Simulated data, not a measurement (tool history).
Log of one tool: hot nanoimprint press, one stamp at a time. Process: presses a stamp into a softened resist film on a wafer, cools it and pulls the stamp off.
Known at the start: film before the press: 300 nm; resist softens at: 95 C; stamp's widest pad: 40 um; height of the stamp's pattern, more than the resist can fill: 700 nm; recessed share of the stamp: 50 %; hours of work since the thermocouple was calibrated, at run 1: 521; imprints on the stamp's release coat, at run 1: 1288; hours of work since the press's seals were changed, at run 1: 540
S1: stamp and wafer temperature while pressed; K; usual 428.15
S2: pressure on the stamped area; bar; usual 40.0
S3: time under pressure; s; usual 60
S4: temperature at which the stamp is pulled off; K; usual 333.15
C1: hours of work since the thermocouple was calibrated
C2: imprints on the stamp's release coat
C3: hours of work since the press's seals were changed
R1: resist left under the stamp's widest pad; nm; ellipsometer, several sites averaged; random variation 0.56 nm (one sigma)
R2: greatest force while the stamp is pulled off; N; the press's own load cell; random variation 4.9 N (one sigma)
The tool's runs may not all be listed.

| run | hour | S1 | S2 | S3 | S4 | C1 | C2 | C3 | R1 | R2 |
|---|---|---|---|---|---|---|---|---|---|---|
| 1 | 0.0 | 428.15 | 40.0 | 60 | 333.15 | 521 | 1288 | 540 | 142.3 | 243 |
| 2 | 9.7 | 428.15 | 40.0 | 60 | 333.15 | 527 | 1322 | 546 | 142.6 | 239 |
|  | 36.1 | press's hydraulic seals changed and the load cell set to zero |
| 3 | 37.6 | 428.15 | 40.0 | 60 | 333.15 | 540 | 1393 | 1 | 141.2 | 243 |
| 4 | 54.3 | 428.15 | 40.0 | 60 | 333.15 | 551 | 1452 | 12 | 143.8 | 231 |
| 5 | 69.4 | 428.15 | 40.0 | 60 | 333.15 | 561 | 1505 | 22 | 143.2 | 237 |
|  | 84.1 | plate thermocouple calibrated |
| 6 | 86.0 | 428.15 | 40.0 | 36 | 333.15 | 1 | 1554 | 30 | 172.6 | 236 |
| 7 | 95.2 | 428.15 | 40.0 | 36 | 333.15 | 7 | 1586 | 36 | 172.8 | 248 |
| 8 | 110.2 | 428.15 | 41.5 | 60 | 333.15 | 17 | 1639 | 46 | 143.2 | 246 |
| 9 | 127.5 | 428.15 | 39.7 | 60 | 333.15 | 28 | 1701 | 57 | 145.0 | 248 |
| 10 | 136.6 | 428.15 | 39.7 | 60 | 333.15 | 34 | 1733 | 63 | 144.5 | 229 |
| 11 | 155.7 | 428.15 | 40.0 | 60 | 333.15 | 46 | 1801 | 75 | 143.3 | 241 |
| 12 | 164.7 | 428.15 | 40.0 | 60 | 333.15 | 52 | 1833 | 81 | 145.5 | 237 |
| 13 | 181.0 | 428.15 | 40.0 | 60 | 333.15 | 63 | 1891 | 92 | 145.2 | 242 |
| 14 | 195.6 | 428.15 | 40.0 | 60 | 333.15 | 72 | 1942 | 101 | 143.9 | 245 |
| 15 | 205.9 | 425.15 | 40.0 | 60 | 333.15 | 79 | 1979 | 108 | 160.9 | 233 |
| 16 | 215.3 | 432.15 | 40.0 | 88 | 333.15 | 85 | 2012 | 114 | 107.4 | 256 |
| 17 | 232.0 | 432.15 | 55.1 | 32 | 323.15 | 96 | 2071 | 125 | 143.1 | 289 |
| 18 | 249.0 | 428.15 | 40.0 | 38 | 333.15 | 107 | 2132 | 136 | 171.4 | 249 |
| 19 | 260.4 | 428.15 | 40.0 | 38 | 333.15 | 114 | 2172 | 143 | 171.0 | 240 |
| 20 | 271.1 | 428.15 | 41.8 | 38 | 333.15 | 121 | 2210 | 150 | 168.4 | 242 |
| 21 | 284.7 | 418.15 | 48.6 | 41 | 318.15 | 130 | 2258 | 159 | 215.6 | 319 |
| 22 | 300.0 | 428.15 | 25.3 | 60 | 333.15 | 140 | 2312 | 169 | 172.4 | 242 |
|  | 309.5 | stamp cleaned and given a new release coat |
| 23 | 322.4 | 428.15 | 25.3 | 113 | 336.15 | 150 | 46 | 179 | 136.2 | 222 |
| 24 | 340.1 | 428.15 | 25.3 | 113 | 336.15 | 162 | 108 | 191 | 137.2 | 218 |
| 25 | 352.3 | 433.15 | 40.0 | 60 | 320.15 | 170 | 152 | 199 | 122.0 | 306 |
| 26 | 362.7 | 420.15 | 31.9 | 114 | 320.15 | 176 | 188 | 205 | 168.8 | 300 |
| 27 | 382.4 | 420.15 | 31.9 | 114 | 320.15 | 189 | 258 | 218 | 168.7 | 295 |
| 28 | 397.8 | 420.15 | 47.5 | 114 | 324.15 | 199 | 313 | 228 | 144.7 | 279 |
|  | 400.7 | gauge calibrated |
| 29 | 410.2 | 437.15 | 40.0 | 60 | 333.15 | 207 | 357 | 236 | 104.6 | 232 |

Hidden state at the last listed run before each entry between runs and at the first one after, where it differs:
Between runs 2 and 3: press's hydraulic seals changed and the load cell set to zero (hour 36.1)
  pressure that arrives at the usual setting, %: 99.89 -> 99.98; drift of the gauge itself on residual_nm, %: 0.06 -> 0.18
  measured less the result without the state, R1: -0.2 -> +0.0 nm
Between runs 5 and 6: plate thermocouple calibrated (hour 84.1)
  true temperature over the reading, C: 0.06 -> 0; drift of the gauge itself on residual_nm, %: 0.38 -> 0.47
  measured less the result without the state, R1: +0.2 -> +0.8 nm
Between runs 22 and 23: stamp cleaned and given a new release coat (hour 309.5)
  grip of the stamp's worn release coat, % over a new coat's: 1.2 -> 0; drift of the gauge itself on residual_nm, %: 1.8 -> 1.9
  measured less the result without the state, R1: +3.0 -> +2.5 nm
Between runs 28 and 29: gauge calibrated (hour 400.7)
  drift of the gauge itself on residual_nm, %: 2.37 -> 0.06
  measured less the result without the state, R1: +3.2 -> +0.0 nm
